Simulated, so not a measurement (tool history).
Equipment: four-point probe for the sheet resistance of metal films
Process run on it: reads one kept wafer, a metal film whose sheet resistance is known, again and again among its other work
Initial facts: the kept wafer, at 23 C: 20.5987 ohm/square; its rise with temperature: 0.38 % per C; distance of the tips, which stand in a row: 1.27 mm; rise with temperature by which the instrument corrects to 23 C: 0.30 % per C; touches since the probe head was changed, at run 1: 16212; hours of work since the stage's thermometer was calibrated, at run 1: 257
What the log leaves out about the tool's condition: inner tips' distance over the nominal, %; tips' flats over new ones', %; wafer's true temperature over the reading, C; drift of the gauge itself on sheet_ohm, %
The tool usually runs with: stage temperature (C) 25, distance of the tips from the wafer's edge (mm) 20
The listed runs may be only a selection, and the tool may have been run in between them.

run   hour  stage temperature (C)  distance of the tips from the wafer's edge (mm)  touches since the probe head was changed  hours of work since the stage's thermometer was calibrated  sheet resistance as the instrument gives it (ohm/square)
  1    0.0                     25                                               20                                     16212                                                         257                                                 20.714718
  2   11.3                     25                                               20                                     16471                                                         262                                                 20.715684
  3   20.3                     25                                               20                                     16675                                                         266                                                 20.715848
  4   30.3                     25                                               72                                     16903                                                         271                                                 20.673236
  5   38.0                     25                                               72                                     17078                                                         275                                                 20.668287
  6   48.5                     18                                               20                                     17318                                                         280                                                 20.598629
  7   59.0                     18                                               20                                     17559                                                         285                                                 20.593652
  8   75.1                     18                                               20                                     17925                                                         293                                                 20.600338
  9   85.6                     18                                               20                                     18165                                                         298                                                 20.595490
 10   99.0                     18                                               20                                     18469                                                         304                                                 20.597862
 11  115.7                     18                                               20                                     18850                                                         312                                                 20.591077
 12  129.9                     18                                               20                                     19176                                                         319                                                 20.586743
 13  140.7                     21                                               20                                     19422                                                         324                                                 20.649579
 14  159.3                     21                                               20                                     19846                                                         333                                                 20.653220
 15  176.5                     25                                               20                                     20237                                                         342                                                 20.714062
 16  192.5                     25                                               20                                     20603                                                         349                                                 20.712179
 17  207.2                     25                                               15                                     20938                                                         356                                                 20.746285
 18  224.5                     25                                               20                                     21333                                                         365                                                 20.718111
 19  239.5                     25                                               20                                     21676                                                         372                                                 20.712526
 20  251.1                     25                                               20                                     21939                                                         377                                                 20.711310
 21  267.5                     25                                               20                                     22314                                                         385                                                 20.720357
 22  283.4                     25                                               12                                     22676                                                         393                                                 20.794776
 23  291.3                     29                                               15                                     22856                                                         397                                                 20.810707
 24  300.7                     29                                               15                                     23071                                                         401                                                 20.816051
 25  317.1                     29                                               33                                     23444                                                         409                                                 20.754044
 26  335.1                     24                                               20                                     23855                                                         418                                                 20.706677
 27  345.7                     29                                                5                                     24099                                                         423                                                 21.426944
 28  360.1                     31                                               11                                     24425                                                         430                                                 20.917509
 29  372.9                     31                                               11                                     24719                                                         436                                                 20.921961
 30  385.9                     31                                               11                                     25013                                                         442                                                 20.921892
 31  399.0                     24                                               22                                     25313                                                         449                                                 20.688879
 32  408.1                     20                                               11                                     25522                                                         453                                                 20.746009
 33  419.5                     20                                               11                                     25780                                                         459                                                 20.736469
 34  433.7                     20                                               11                                     26104                                                         465                                                 20.735078
 35  451.3                     35                                                4                                     26507                                                         474                                                 21.904126
 36  466.8                     25                                               24                                     26859                                                         481                                                 20.704475
 37  478.0                     24                                                3                                     27116                                                         487                                                 22.462031
 38  487.2                     34                                               11                                     27326                                                         491                                                 20.964600
 39  503.3                     19                                               20                                     27692                                                         499                                                 20.618922
 40  513.9                     22                                                8                                     27934                                                         504                                                 20.901729
 41  521.9                     22                                                8                                     28117                                                         508                                                 20.915776
 42  533.5                     22                                                8                                     28382                                                         513                                                 20.901881
 43  546.5                     27                                               72                                     28678                                                         520                                                 20.709317
 44  555.2                     27                                               72                                     28877                                                         524                                                 20.708029

Measured result minus the same run's result without the hidden state. Both carry the same run-to-run variation, though not necessarily the same gauge scatter:
run  sheet resistance as the instrument gives it (ohm/square)
  1                                                 +0.036920
  2                                                 +0.037037
  3                                                 +0.037141
  4                                                 +0.037158
  5                                                 +0.037237
  6                                                 +0.037169
  7                                                 +0.037254
  8                                                 +0.037391
  9                                                 +0.037478
 10                                                 +0.037607
 11                                                 +0.037747
 12                                                 +0.037885
 13                                                 +0.038112
 14                                                 +0.038273
 15                                                 +0.038557
 16                                                 +0.038716
 17                                                 +0.038921
 18                                                 +0.039041
 19                                                 +0.039182
 20                                                 +0.039272
 21                                                 +0.039428
 22                                                 +0.039723
 23                                                 +0.039869
 24                                                 +0.039978
 25                                                 +0.040036
 26                                                 +0.040073
 27                                                 +0.041506
 28                                                 +0.040752
 29                                                 +0.040889
 30                                                 +0.041028
 31                                                 +0.040621
 32                                                 +0.040742
 33                                                 +0.040817
 34                                                 +0.040940
 35                                                 +0.043495
 36                                                 +0.041290
 37                                                 +0.044532
 38                                                 +0.042123
 39                                                 +0.041359
 40                                                 +0.042045
 41                                                 +0.042164
 42                                                 +0.042260
 43                                                 +0.042124
 44                                                 +0.042220

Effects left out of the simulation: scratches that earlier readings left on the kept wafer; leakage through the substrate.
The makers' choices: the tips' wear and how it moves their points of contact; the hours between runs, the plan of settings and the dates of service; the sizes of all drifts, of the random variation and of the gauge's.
